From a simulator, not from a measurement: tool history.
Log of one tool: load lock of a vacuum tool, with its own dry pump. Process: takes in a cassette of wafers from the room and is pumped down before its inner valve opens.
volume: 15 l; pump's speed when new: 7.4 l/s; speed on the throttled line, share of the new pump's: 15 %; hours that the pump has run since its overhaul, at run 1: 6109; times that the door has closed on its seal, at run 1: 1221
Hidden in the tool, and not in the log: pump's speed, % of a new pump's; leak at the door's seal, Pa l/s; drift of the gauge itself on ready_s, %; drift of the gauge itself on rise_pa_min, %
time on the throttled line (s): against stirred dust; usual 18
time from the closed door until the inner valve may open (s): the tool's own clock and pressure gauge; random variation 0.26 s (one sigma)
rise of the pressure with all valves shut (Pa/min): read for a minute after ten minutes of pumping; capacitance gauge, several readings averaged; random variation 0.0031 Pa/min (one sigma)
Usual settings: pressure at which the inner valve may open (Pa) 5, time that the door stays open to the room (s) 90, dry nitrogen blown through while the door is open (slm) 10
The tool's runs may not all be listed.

| run | day | time on the throttled line (s) | pressure at which the inner valve may open (Pa) | time that the door stays open to the room (s) | dry nitrogen blown through while the door is open (slm) | hours that the pump has run since its overhaul | times that the door has closed on its seal | incoming humidity of the room's air, % | time from the closed door until the inner valve may open (s) | rise of the pressure with all valves shut (Pa/min) |
|---|---|---|---|---|---|---|---|---|---|---|
| 1 | 0.000 | 18 | 5 | 90 | 10 | 6109 | 1221 | 45.0 | 36.3 | 0.097 |
| 2 | 1.925 | 18 | 5 | 90 | 10 | 6155 | 1309 | 48.4 | 36.0 | 0.105 |
| 3 | 5.112 | 18 | 5 | 90 | 10 | 6232 | 1454 | 44.2 | 35.9 | 0.099 |
| 4 | 8.483 | 18 | 5 | 90 | 10 | 6313 | 1607 | 43.3 | 36.8 | 0.096 |
| 5 | 11.638 | 18 | 5 | 90 | 10 | 6388 | 1750 | 44.4 | 36.5 | 0.096 |
| 6 | 13.471 | 18 | 5 | 90 | 10 | 6432 | 1833 | 45.2 | 36.8 | 0.099 |
| 7 | 16.812 | 18 | 5 | 90 | 10 | 6513 | 1985 | 45.0 | 35.8 | 0.098 |
| 8 | 19.842 | 18 | 5 | 90 | 10 | 6585 | 2122 | 47.6 | 36.1 | 0.107 |
| 9 | 22.796 | 18 | 5 | 90 | 10 | 6656 | 2256 | 45.1 | 37.1 | 0.101 |
| 10 | 24.379 | 16 | 5 | 90 | 10 | 6694 | 2328 | 43.4 | 34.9 | 0.101 |
| 11 | 26.929 | 12 | 5 | 90 | 10 | 6755 | 2444 | 45.4 | 31.6 | 0.098 |
| 12 | 28.512 | 12 | 5 | 90 | 10 | 6793 | 2516 | 46.1 | 31.4 | 0.102 |
| 13 | 31.533 | 12 | 5 | 90 | 10 | 6866 | 2653 | 45.1 | 31.2 | 0.100 |
| 14 | 33.354 | 20 | 5 | 90 | 10 | 6910 | 2736 | 44.2 | 38.0 | 0.104 |
| 15 | 37.208 | 18 | 5 | 90 | 10 | 7002 | 2911 | 44.4 | 36.3 | 0.105 |
| 16 | 39.917 | 18 | 5 | 90 | 21 | 7067 | 3033 | 45.2 | 36.1 | 0.082 |
| 17 | 43.467 | 24 | 5 | 90 | 21 | 7152 | 3195 | 46.1 | 41.5 | 0.086 |
| 18 | 45.421 | 24 | 5 | 90 | 21 | 7199 | 3283 | 47.6 | 41.7 | 0.093 |
| 19 | 48.433 | 18 | 4 | 90 | 6 | 7272 | 3420 | 46.7 | 37.1 | 0.115 |
| 20 | 51.733 | 18 | 4 | 90 | 6 | 7351 | 3570 | 40.8 | 37.3 | 0.098 |
| 21 | 54.167 | 18 | 9 | 45 | 6 | 7409 | 3680 | 46.2 | 35.0 | 0.082 |
| 22 | 58.017 | 35 | 9 | 45 | 20 | 7502 | 3855 | 47.7 | 48.9 | 0.057 |
| 23 | 59.646 | 35 | 9 | 45 | 20 | 7541 | 3929 | 43.3 | 49.7 | 0.056 |
| 24 | 61.546 | 10 | 5 | 209 | 10 | 7586 | 4015 | 44.0 | 29.3 | 0.179 |
| 25 | 64.104 | 11 | 5 | 90 | 10 | 7648 | 4131 | 43.3 | 30.7 | 0.102 |
| 26 | 65.779 | 11 | 5 | 90 | 10 | 7688 | 4207 | 40.6 | 31.0 | 0.096 |
| 27 | 68.629 | 11 | 5 | 90 | 10 | 7756 | 4337 | 42.4 | 31.2 | 0.100 |
| 28 | 71.788 | 14 | 5 | 207 | 10 | 7832 | 4480 | 46.0 | 33.3 | 0.191 |
| 29 | 74.312 | 14 | 5 | 207 | 10 | 7893 | 4595 | 43.8 | 33.4 | 0.177 |
| 30 | 77.558 | 18 | 8 | 106 | 44 | 7971 | 4742 | 45.5 | 35.5 | 0.078 |
| 31 | 80.858 | 14 | 5 | 128 | 12 | 8050 | 4892 | 46.7 | 33.5 | 0.135 |
| 32 | 83.462 | 34 | 9 | 45 | 12 | 8112 | 5010 | 48.6 | 48.8 | 0.067 |
| 33 | 85.292 | 34 | 9 | 45 | 12 | 8156 | 5093 | 47.3 | 48.3 | 0.074 |
| 34 | 88.821 | 18 | 10 | 90 | 41 | 8241 | 5253 | 46.9 | 35.0 | 0.069 |
| 35 | 91.046 | 18 | 5 | 69 | 14 | 8294 | 5354 | 42.7 | 36.3 | 0.081 |
| 36 | 92.925 | 18 | 5 | 69 | 14 | 8339 | 5440 | 47.5 | 36.6 | 0.090 |

3 ways to go on from here, each from the tool as it stands after run 36. What would each give?
| A | 95.783 | 23 | 6 | 90 | 21 | 8408 | 5569 | 40.4 | ? | ? |
| B | 95.783 | 21 | 5 | 90 | 10 | 8408 | 5569 | 47.3 | ? | ? |
| C | 95.783 | 18 | 5 | 68 | 10 | 8408 | 5569 | 46.0 | ? | ? |

| run | time from the closed door until the inner valve may open (s) | rise of the pressure with all valves shut (Pa/min) |
|---|---|---|
| A | 40.4 | 0.080 |
| B | 38.8 | 0.117 |
| C | 36.8 | 0.089 |
Without the tool's hidden state the same runs would have given:
| run | time from the closed door until the inner valve may open (s) | rise of the pressure with all valves shut (Pa/min) |
|---|---|---|
| A | 39.5 | 0.066 |
| B | 37.8 | 0.103 |
| C | 35.8 | 0.074 |

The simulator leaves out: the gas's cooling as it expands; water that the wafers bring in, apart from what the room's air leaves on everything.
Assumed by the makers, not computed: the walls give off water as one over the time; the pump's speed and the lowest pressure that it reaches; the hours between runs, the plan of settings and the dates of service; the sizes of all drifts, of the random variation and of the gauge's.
